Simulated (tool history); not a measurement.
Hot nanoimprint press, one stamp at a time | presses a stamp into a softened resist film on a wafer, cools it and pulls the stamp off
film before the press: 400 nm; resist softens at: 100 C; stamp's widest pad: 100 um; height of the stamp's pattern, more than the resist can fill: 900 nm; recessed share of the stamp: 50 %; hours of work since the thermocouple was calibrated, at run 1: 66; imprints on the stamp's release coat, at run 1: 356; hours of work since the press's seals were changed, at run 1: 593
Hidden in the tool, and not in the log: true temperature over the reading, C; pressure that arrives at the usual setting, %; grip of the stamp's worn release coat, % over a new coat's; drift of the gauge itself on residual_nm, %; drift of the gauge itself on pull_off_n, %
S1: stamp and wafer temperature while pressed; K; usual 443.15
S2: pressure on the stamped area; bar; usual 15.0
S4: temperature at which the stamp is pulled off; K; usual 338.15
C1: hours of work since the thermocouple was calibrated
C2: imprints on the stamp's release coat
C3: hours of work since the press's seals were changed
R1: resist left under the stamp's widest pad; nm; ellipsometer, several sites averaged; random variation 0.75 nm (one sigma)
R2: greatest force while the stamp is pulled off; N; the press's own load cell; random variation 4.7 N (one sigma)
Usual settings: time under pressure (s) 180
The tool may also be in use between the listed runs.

{"run": 1, "hour": 0.0, "S1": 443.15, "S2": 15.0, "time under pressure (s)": 180, "S4": 338.15, "C1": 66, "C2": 356, "C3": 593, "R1": 149.3, "R2": 253}
{"hour": 41.9, "done": "press's hydraulic seals changed and the load cell set to zero"}
{"run": 2, "hour": 50.9, "S1": 443.15, "S2": 15.0, "time under pressure (s)": 154, "S4": 338.15, "C1": 98, "C2": 528, "C3": 7, "R1": 156.8, "R2": 268}
{"run": 3, "hour": 100.9, "S1": 448.15, "S2": 15.0, "time under pressure (s)": 180, "S4": 338.15, "C1": 136, "C2": 730, "C3": 44, "R1": 119.2, "R2": 285}
{"run": 4, "hour": 136.2, "S1": 443.15, "S2": 15.0, "time under pressure (s)": 180, "S4": 324.15, "C1": 162, "C2": 872, "C3": 71, "R1": 149.3, "R2": 312}
{"run": 5, "hour": 176.3, "S1": 443.15, "S2": 15.0, "time under pressure (s)": 180, "S4": 324.15, "C1": 192, "C2": 1034, "C3": 101, "R1": 150.1, "R2": 319}
{"run": 6, "hour": 209.3, "S1": 443.15, "S2": 15.0, "time under pressure (s)": 180, "S4": 338.15, "C1": 217, "C2": 1167, "C3": 125, "R1": 150.9, "R2": 302}
{"run": 7, "hour": 262.8, "S1": 443.15, "S2": 15.0, "time under pressure (s)": 180, "S4": 338.15, "C1": 257, "C2": 1383, "C3": 165, "R1": 151.1, "R2": 322}
{"hour": 281.7, "done": "plate thermocouple calibrated"}
{"run": 8, "hour": 292.1, "S1": 443.15, "S2": 15.0, "time under pressure (s)": 191, "S4": 338.15, "C1": 8, "C2": 1488, "C3": 185, "R1": 149.6, "R2": 337}
{"hour": 302.2, "done": "stamp cleaned and given a new release coat"}
{"run": 9, "hour": 325.8, "S1": 443.15, "S2": 15.0, "time under pressure (s)": 191, "S4": 338.15, "C1": 29, "C2": 95, "C3": 206, "R1": 150.1, "R2": 239}
{"run": 10, "hour": 361.6, "S1": 443.15, "S2": 15.0, "time under pressure (s)": 191, "S4": 338.15, "C1": 55, "C2": 239, "C3": 233, "R1": 152.4, "R2": 251}
{"run": 11, "hour": 392.3, "S1": 443.15, "S2": 15.0, "time under pressure (s)": 191, "S4": 338.15, "C1": 78, "C2": 363, "C3": 256, "R1": 152.4, "R2": 261}
{"hour": 428.4, "done": "plate thermocouple calibrated, once more"}
{"run": 12, "hour": 432.6, "S1": 443.15, "S2": 15.0, "time under pressure (s)": 180, "S4": 338.15, "C1": 3, "C2": 513, "C3": 284, "R1": 148.4, "R2": 262}
{"run": 13, "hour": 487.2, "S1": 443.15, "S2": 15.0, "time under pressure (s)": 180, "S4": 338.15, "C1": 44, "C2": 733, "C3": 324, "R1": 146.8, "R2": 286}
{"run": 14, "hour": 521.1, "S1": 443.15, "S2": 15.0, "time under pressure (s)": 180, "S4": 338.15, "C1": 69, "C2": 870, "C3": 350, "R1": 147.9, "R2": 296}
{"run": 15, "hour": 567.1, "S1": 443.15, "S2": 15.0, "time under pressure (s)": 180, "S4": 338.15, "C1": 104, "C2": 1055, "C3": 384, "R1": 149.0, "R2": 297}
{"run": 16, "hour": 613.1, "S1": 444.15, "S2": 15.0, "time under pressure (s)": 123, "S4": 338.15, "C1": 138, "C2": 1241, "C3": 419, "R1": 167.2, "R2": 319}
{"run": 17, "hour": 660.0, "S1": 451.15, "S2": 15.0, "time under pressure (s)": 123, "S4": 338.15, "C1": 173, "C2": 1430, "C3": 454, "R1": 126.4, "R2": 322}
{"hour": 685.5, "done": "stamp cleaned and given a new release coat"}
{"run": 18, "hour": 690.3, "S1": 435.15, "S2": 12.5, "time under pressure (s)": 125, "S4": 335.15, "C1": 192, "C2": 20, "C3": 472, "R1": 257.3, "R2": 235}
{"run": 19, "hour": 742.7, "S1": 435.15, "S2": 12.5, "time under pressure (s)": 125, "S4": 335.15, "C1": 231, "C2": 231, "C3": 511, "R1": 260.0, "R2": 248}
{"run": 20, "hour": 765.7, "S1": 434.15, "S2": 19.6, "time under pressure (s)": 115, "S4": 338.15, "C1": 248, "C2": 324, "C3": 528, "R1": 237.8, "R2": 249}
{"hour": 798.2, "done": "plate thermocouple calibrated"}
{"run": 21, "hour": 798.6, "S1": 434.15, "S2": 19.6, "time under pressure (s)": 115, "S4": 338.15, "C1": 0, "C2": 444, "C3": 551, "R1": 231.6, "R2": 269}
{"run": 22, "hour": 830.1, "S1": 432.15, "S2": 16.7, "time under pressure (s)": 115, "S4": 338.15, "C1": 24, "C2": 571, "C3": 574, "R1": 265.8, "R2": 267}
{"run": 23, "hour": 862.7, "S1": 432.15, "S2": 16.7, "time under pressure (s)": 115, "S4": 338.15, "C1": 48, "C2": 702, "C3": 599, "R1": 263.2, "R2": 269}
{"hour": 898.2, "done": "press's hydraulic seals changed and the load cell set to zero"}
{"run": 24, "hour": 919.2, "S1": 452.15, "S2": 16.3, "time under pressure (s)": 126, "S4": 334.15, "C1": 85, "C2": 898, "C3": 16, "R1": 112.9, "R2": 290}
{"run": 25, "hour": 947.0, "S1": 452.15, "S2": 16.3, "time under pressure (s)": 126, "S4": 334.15, "C1": 105, "C2": 1010, "C3": 37, "R1": 113.2, "R2": 311}
{"run": 26, "hour": 997.8, "S1": 436.15, "S2": 12.8, "time under pressure (s)": 203, "S4": 337.15, "C1": 143, "C2": 1215, "C3": 75, "R1": 210.8, "R2": 309}
{"run": 27, "hour": 1035.4, "S1": 436.15, "S2": 12.8, "time under pressure (s)": 203, "S4": 337.15, "C1": 172, "C2": 1366, "C3": 103, "R1": 211.5, "R2": 320}
{"hour": 1075.1, "done": "stamp cleaned and given a new release coat"}
{"run": 28, "hour": 1090.6, "S1": 454.15, "S2": 17.0, "time under pressure (s)": 289, "S4": 324.15, "C1": 208, "C2": 63, "C3": 140, "R1": 71.9, "R2": 249}
{"run": 29, "hour": 1116.4, "S1": 454.15, "S2": 17.0, "time under pressure (s)": 289, "S4": 324.15, "C1": 228, "C2": 166, "C3": 159, "R1": 72.3, "R2": 258}
{"run": 30, "hour": 1161.4, "S1": 443.15, "S2": 23.2, "time under pressure (s)": 179, "S4": 338.15, "C1": 261, "C2": 348, "C3": 193, "R1": 125.6, "R2": 258}

Hidden state or all else? Some run-to-run changes of R1, split into what the settings, what came in and random variation would give without the hidden state, and what is left for the hidden state (with any gauge scatter that isn't in both results):
Run 11 -> 12: time under pressure (s) 191 -> 180, plate thermocouple calibrated, once more. R1 -4.0 nm: hidden state -8.9, all else +4.9.
Run 17 -> 18: S1 451.15 -> 435.15, S2 15.0 -> 12.5, time under pressure (s) 123 -> 125, S4 338.15 -> 335.15, stamp cleaned and given a new release coat. R1 +130.9 nm: hidden state +3.5, all else +127.4.
Run 20 -> 21: plate thermocouple calibrated. R1 -6.2 nm: hidden state -6.5, all else +0.3.
Run 23 -> 24: S1 432.15 -> 452.15, S2 16.7 -> 16.3, time under pressure (s) 115 -> 126, S4 338.15 -> 334.15, press's hydraulic seals changed and the load cell set to zero. R1 -150.3 nm: hidden state -3.4, all else -146.9.
Run 27 -> 28: S1 436.15 -> 454.15, S2 12.8 -> 17.0, time under pressure (s) 203 -> 289, S4 337.15 -> 324.15, stamp cleaned and given a new release coat. R1 -139.6 nm: hidden state -4.8, all else -134.8.

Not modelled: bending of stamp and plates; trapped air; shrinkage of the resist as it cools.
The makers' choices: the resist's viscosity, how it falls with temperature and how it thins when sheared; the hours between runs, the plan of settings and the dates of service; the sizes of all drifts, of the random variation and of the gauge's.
